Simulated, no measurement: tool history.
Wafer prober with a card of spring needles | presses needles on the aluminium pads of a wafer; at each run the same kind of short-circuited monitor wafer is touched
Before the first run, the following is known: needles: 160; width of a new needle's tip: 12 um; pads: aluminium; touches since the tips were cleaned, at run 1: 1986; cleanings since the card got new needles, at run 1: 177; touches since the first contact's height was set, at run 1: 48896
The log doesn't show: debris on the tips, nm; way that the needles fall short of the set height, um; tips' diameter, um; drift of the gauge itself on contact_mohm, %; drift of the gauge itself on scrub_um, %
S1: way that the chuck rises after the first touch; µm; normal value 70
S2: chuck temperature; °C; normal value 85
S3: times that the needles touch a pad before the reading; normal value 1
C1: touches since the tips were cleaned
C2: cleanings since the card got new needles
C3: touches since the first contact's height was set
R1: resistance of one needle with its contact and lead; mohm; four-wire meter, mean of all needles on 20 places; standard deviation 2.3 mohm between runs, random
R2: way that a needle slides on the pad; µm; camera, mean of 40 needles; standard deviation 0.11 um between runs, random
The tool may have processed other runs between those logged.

{"run": 1, "hour": 0.0, "S1": 70, "S2": 85, "S3": 1, "C1": 1986, "C2": 177, "C3": 48896, "R1": 263, "R2": 16.76}
{"hour": 7.0, "done": "tips cleaned on abrasive film"}
{"hour": 18.6, "done": "tips cleaned on abrasive film"}
{"hour": 28.0, "done": "tips cleaned on abrasive film"}
{"run": 2, "hour": 30.5, "S1": 70, "S2": 85, "S3": 1, "C1": 1883, "C2": 180, "C3": 71426, "R1": 265, "R2": 16.52}
{"hour": 37.6, "done": "tips cleaned on abrasive film"}
{"hour": 49.3, "done": "tips cleaned on abrasive film"}
{"hour": 58.8, "done": "tips cleaned on abrasive film"}
{"run": 3, "hour": 63.6, "S1": 70, "S2": 85, "S3": 1, "C1": 3641, "C2": 183, "C3": 95917, "R1": 267, "R2": 16.33}
{"hour": 68.3, "done": "tips cleaned on abrasive film"}
{"hour": 77.7, "done": "tips cleaned on abrasive film"}
{"hour": 89.4, "done": "tips cleaned on abrasive film"}
{"hour": 100.9, "done": "tips cleaned on abrasive film"}
{"hour": 112.6, "done": "tips cleaned on abrasive film"}
{"run": 4, "hour": 114.8, "S1": 70, "S2": 85, "S3": 1, "C1": 1603, "C2": 188, "C3": 133669, "R1": 264, "R2": 16.25}
{"hour": 124.2, "done": "tips cleaned on abrasive film"}
{"hour": 133.6, "done": "tips cleaned on abrasive film"}
{"hour": 143.0, "done": "tips cleaned on abrasive film"}
{"run": 5, "hour": 148.3, "S1": 70, "S2": 85, "S3": 1, "C1": 3970, "C2": 191, "C3": 158488, "R1": 273, "R2": 16.22}
{"hour": 153.1, "done": "tips cleaned on abrasive film"}
{"hour": 162.5, "done": "tips cleaned on abrasive film"}
{"hour": 174.3, "done": "tips cleaned on abrasive film"}
{"run": 6, "hour": 180.0, "S1": 70, "S2": 85, "S3": 1, "C1": 4306, "C2": 194, "C3": 181907, "R1": 269, "R2": 16.0}
{"hour": 184.8, "done": "tips cleaned on abrasive film"}
{"hour": 196.3, "done": "tips cleaned on abrasive film"}
{"hour": 203.6, "done": "height of the first contact set anew"}
{"run": 7, "hour": 203.6, "S1": 68, "S2": 85, "S3": 1, "C1": 5185, "C2": 196, "C3": 0, "R1": 273, "R2": 15.59}
{"hour": 208.4, "done": "tips cleaned on abrasive film"}
{"hour": 219.9, "done": "tips cleaned on abrasive film"}
{"hour": 231.7, "done": "tips cleaned on abrasive film"}
{"hour": 243.4, "done": "tips cleaned on abrasive film"}
{"hour": 253.5, "done": "tips cleaned on abrasive film"}
{"run": 8, "hour": 253.5, "S1": 70, "S2": 85, "S3": 1, "C1": 0, "C2": 201, "C3": 36848, "R1": 257, "R2": 15.79}
{"hour": 265.1, "done": "tips cleaned on abrasive film"}
{"hour": 276.3, "done": "tips cleaned on abrasive film"}
{"run": 9, "hour": 285.2, "S1": 70, "S2": 85, "S3": 1, "C1": 6583, "C2": 203, "C3": 60318, "R1": 273, "R2": 15.71}
{"hour": 287.6, "done": "tips cleaned on abrasive film"}
{"hour": 299.3, "done": "tips cleaned on abrasive film"}
{"hour": 308.8, "done": "tips cleaned on abrasive film"}
{"run": 10, "hour": 311.1, "S1": 70, "S2": 85, "S3": 1, "C1": 1763, "C2": 206, "C3": 79455, "R1": 263, "R2": 15.67}
{"hour": 318.2, "done": "tips cleaned on abrasive film"}
{"hour": 327.7, "done": "tips cleaned on abrasive film"}
{"hour": 339.4, "done": "tips cleaned on abrasive film"}
{"run": 11, "hour": 340.9, "S1": 70, "S2": 85, "S3": 1, "C1": 1119, "C2": 209, "C3": 101434, "R1": 266, "R2": 15.54}
{"hour": 350.3, "done": "tips cleaned on abrasive film"}
{"hour": 359.7, "done": "tips cleaned on abrasive film"}
{"hour": 371.5, "done": "tips cleaned on abrasive film"}
{"run": 12, "hour": 379.9, "S1": 60, "S2": 53, "S3": 1, "C1": 6284, "C2": 212, "C3": 130304, "R1": 279, "R2": 13.19}
{"hour": 382.2, "done": "tips cleaned on abrasive film"}
{"hour": 394.0, "done": "tips cleaned on abrasive film"}
{"hour": 403.5, "done": "height of the first contact set anew, once more"}
{"hour": 405.9, "done": "tips cleaned on abrasive film"}
{"run": 13, "hour": 406.8, "S1": 70, "S2": 31, "S3": 1, "C1": 698, "C2": 215, "C3": 2436, "R1": 249, "R2": 16.7}
{"hour": 416.1, "done": "tips cleaned on abrasive film"}
{"hour": 427.5, "done": "tips cleaned on abrasive film"}
{"hour": 439.2, "done": "tips cleaned on abrasive film"}
{"hour": 450.9, "done": "tips cleaned on abrasive film"}
{"run": 14, "hour": 453.1, "S1": 51, "S2": 62, "S3": 1, "C1": 1641, "C2": 219, "C3": 36649, "R1": 278, "R2": 12.03}
{"hour": 462.5, "done": "tips cleaned on abrasive film"}
{"hour": 473.9, "done": "tips cleaned on abrasive film"}
{"hour": 485.4, "done": "tips cleaned on abrasive film"}
{"hour": 496.7, "done": "tips cleaned on abrasive film"}
{"run": 15, "hour": 502.4, "S1": 51, "S2": 62, "S3": 1, "C1": 4272, "C2": 223, "C3": 73138, "R1": 286, "R2": 12.04}
{"hour": 506.9, "done": "tips cleaned on abrasive film"}
{"hour": 518.7, "done": "tips cleaned on abrasive film"}
{"hour": 530.4, "done": "tips cleaned on abrasive film"}
{"hour": 540.7, "done": "tips cleaned on abrasive film"}
{"run": 16, "hour": 540.7, "S1": 53, "S2": 33, "S3": 3, "C1": 0, "C2": 227, "C3": 101398, "R1": 247, "R2": 12.37}
{"hour": 550.1, "done": "tips cleaned on abrasive film"}
{"hour": 561.6, "done": "tips cleaned on abrasive film"}
{"hour": 573.1, "done": "tips cleaned on abrasive film"}
{"run": 17, "hour": 574.3, "S1": 53, "S2": 33, "S3": 3, "C1": 887, "C2": 230, "C3": 126207, "R1": 255, "R2": 12.29}
{"hour": 583.6, "done": "tips cleaned on abrasive film"}
{"hour": 594.9, "done": "tips cleaned on abrasive film"}
{"hour": 606.5, "done": "tips cleaned on abrasive film"}
{"run": 18, "hour": 608.5, "S1": 51, "S2": 28, "S3": 2, "C1": 1504, "C2": 233, "C3": 151520, "R1": 262, "R2": 11.76}
{"hour": 617.9, "done": "tips cleaned on abrasive film"}
{"hour": 629.5, "done": "tips cleaned on abrasive film"}
{"hour": 641.1, "done": "tips cleaned on abrasive film"}
{"run": 19, "hour": 647.0, "S1": 86, "S2": 55, "S3": 2, "C1": 4412, "C2": 236, "C3": 179978, "R1": 253, "R2": 20.04}
{"hour": 651.7, "done": "tips cleaned on abrasive film"}
{"hour": 663.3, "done": "tips cleaned on abrasive film"}
{"hour": 672.6, "done": "height of the first contact set anew"}
{"hour": 673.3, "done": "tips cleaned on abrasive film"}
{"run": 20, "hour": 673.3, "S1": 86, "S2": 55, "S3": 2, "C1": 0, "C2": 239, "C3": 460, "R1": 248, "R2": 20.42}
{"hour": 684.9, "done": "tips cleaned on abrasive film"}
{"hour": 696.5, "done": "tips cleaned on abrasive film"}
{"run": 21, "hour": 703.4, "S1": 64, "S2": 60, "S3": 2, "C1": 5195, "C2": 241, "C3": 22790, "R1": 261, "R2": 15.21}
{"hour": 708.2, "done": "tips cleaned on abrasive film"}
{"hour": 719.9, "done": "tips cleaned on abrasive film"}
{"hour": 731.7, "done": "tips cleaned on abrasive film"}
{"hour": 743.2, "done": "tips cleaned on abrasive film"}
{"run": 22, "hour": 751.2, "S1": 64, "S2": 39, "S3": 2, "C1": 5956, "C2": 245, "C3": 58079, "R1": 260, "R2": 15.08}

Alternative continuations, all from the tool just after run 22; predict every row:
{"hour": 753.6, "done": "tips cleaned on abrasive film"}
{"hour": 765.2, "done": "tips cleaned on abrasive film"}
{"hour": 774.6, "done": "tips cleaned on abrasive film"}
{"hour": 786.3, "done": "tips cleaned on abrasive film"}
{"run": "A", "hour": 787.2, "S1": 55, "S2": 38, "S3": 1, "C1": 626, "C2": 249, "C3": 84635, "R1": "?", "R2": "?"}
{"hour": 753.6, "done": "tips cleaned on abrasive film"}
{"hour": 765.2, "done": "tips cleaned on abrasive film"}
{"hour": 774.6, "done": "tips cleaned on abrasive film"}
{"hour": 786.3, "done": "tips cleaned on abrasive film"}
{"run": "B", "hour": 787.2, "S1": 64, "S2": 39, "S3": 2, "C1": 626, "C2": 249, "C3": 84635, "R1": "?", "R2": "?"}
{"hour": 753.6, "done": "tips cleaned on abrasive film"}
{"hour": 765.2, "done": "tips cleaned on abrasive film"}
{"hour": 774.6, "done": "tips cleaned on abrasive film"}
{"hour": 786.3, "done": "tips cleaned on abrasive film"}
{"run": "C", "hour": 787.2, "S1": 76, "S2": 85, "S3": 1, "C1": 626, "C2": 249, "C3": 84635, "R1": "?", "R2": "?"}

run=A R1=261 R2=12.97
run=B R1=253 R2=15.19
run=C R1=259 R2=18.00
Without the tool's unlogged condition, the same runs would have read:
run=A R1=241 R2=13.25
run=B R1=242 R2=15.47
run=C R1=250 R2=18.27

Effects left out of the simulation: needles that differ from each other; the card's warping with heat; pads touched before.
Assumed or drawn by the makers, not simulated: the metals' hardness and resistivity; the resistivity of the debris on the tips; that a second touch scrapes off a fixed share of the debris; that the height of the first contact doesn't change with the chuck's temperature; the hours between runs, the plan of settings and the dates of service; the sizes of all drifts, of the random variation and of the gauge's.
